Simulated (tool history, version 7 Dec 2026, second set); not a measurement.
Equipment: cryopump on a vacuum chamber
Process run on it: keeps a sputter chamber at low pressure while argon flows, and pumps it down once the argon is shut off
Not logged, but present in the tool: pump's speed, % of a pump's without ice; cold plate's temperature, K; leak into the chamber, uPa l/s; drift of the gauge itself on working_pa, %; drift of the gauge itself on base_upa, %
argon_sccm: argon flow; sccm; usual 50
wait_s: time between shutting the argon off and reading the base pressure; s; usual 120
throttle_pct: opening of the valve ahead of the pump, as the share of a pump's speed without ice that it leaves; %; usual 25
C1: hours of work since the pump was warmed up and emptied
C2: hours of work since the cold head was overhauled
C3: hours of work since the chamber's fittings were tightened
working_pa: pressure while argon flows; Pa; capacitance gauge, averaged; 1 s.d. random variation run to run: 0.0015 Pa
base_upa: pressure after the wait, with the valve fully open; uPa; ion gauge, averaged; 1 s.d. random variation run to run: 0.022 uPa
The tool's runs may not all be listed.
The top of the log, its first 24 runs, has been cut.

run 25 hour=623.5 | argon_sccm=85 wait_s=23 throttle_pct=31 | C1=230 C2=778 C3=108 | working_pa=0.5198 base_upa=2.07
run 26 hour=649.9 | argon_sccm=35 wait_s=27 throttle_pct=28 | C1=244 C2=791 C3=121 | working_pa=0.2366 base_upa=1.85
run 27 hour=670.3 | argon_sccm=35 wait_s=27 throttle_pct=28 | C1=255 C2=802 C3=132 | working_pa=0.2357 base_upa=1.79
run 28 hour=698.3 | argon_sccm=49 wait_s=35 throttle_pct=34 | C1=269 C2=817 C3=147 | working_pa=0.2753 base_upa=1.48
run 29 hour=730.5 | argon_sccm=20 wait_s=58 throttle_pct=50 | C1=286 C2=834 C3=164 | working_pa=0.0790 base_upa=1.16
run 30 hour=758.4 | argon_sccm=37 wait_s=21 throttle_pct=27 | C1=301 C2=848 C3=178 | working_pa=0.2594 base_upa=2.22
run 31 hour=780.2 | argon_sccm=36 wait_s=121 throttle_pct=28 | C1=312 C2=860 C3=190 | working_pa=0.2451 base_upa=0.81
run 32 hour=800.8 | argon_sccm=36 wait_s=121 throttle_pct=28 | C1=323 C2=870 C3=200 | working_pa=0.2453 base_upa=0.84
run 33 hour=829.3 | argon_sccm=36 wait_s=53 throttle_pct=56 | C1=338 C2=885 C3=215 | working_pa=0.1286 base_upa=1.22

Consider 4 possible next runs. They are alternatives, not a sequence: every one starts from the tool as it was left by run 33. What does each give?
run A hour=844.4 | argon_sccm=50 wait_s=120 throttle_pct=20 | C1=346 C2=893 C3=223 | working_pa=? base_upa=?
run B hour=844.4 | argon_sccm=35 wait_s=137 throttle_pct=24 | C1=346 C2=893 C3=223 | working_pa=? base_upa=?
run C hour=844.4 | argon_sccm=26 wait_s=35 throttle_pct=25 | C1=346 C2=893 C3=223 | working_pa=? base_upa=?
run D hour=844.4 | argon_sccm=21 wait_s=120 throttle_pct=31 | C1=346 C2=893 C3=223 | working_pa=? base_upa=?

run=A working_pa=0.4720 base_upa=0.81
run=B working_pa=0.2765 base_upa=0.77
run=C working_pa=0.1983 base_upa=1.61
run=D working_pa=0.1302 base_upa=0.85
The same runs, with their run-to-run variation unchanged, on a tool lacking any hidden condition would have given:
run=A working_pa=0.4565 base_upa=0.61
run=B working_pa=0.2657 base_upa=0.57
run=C working_pa=0.1902 base_upa=1.41
run=D working_pa=0.1236 base_upa=0.65
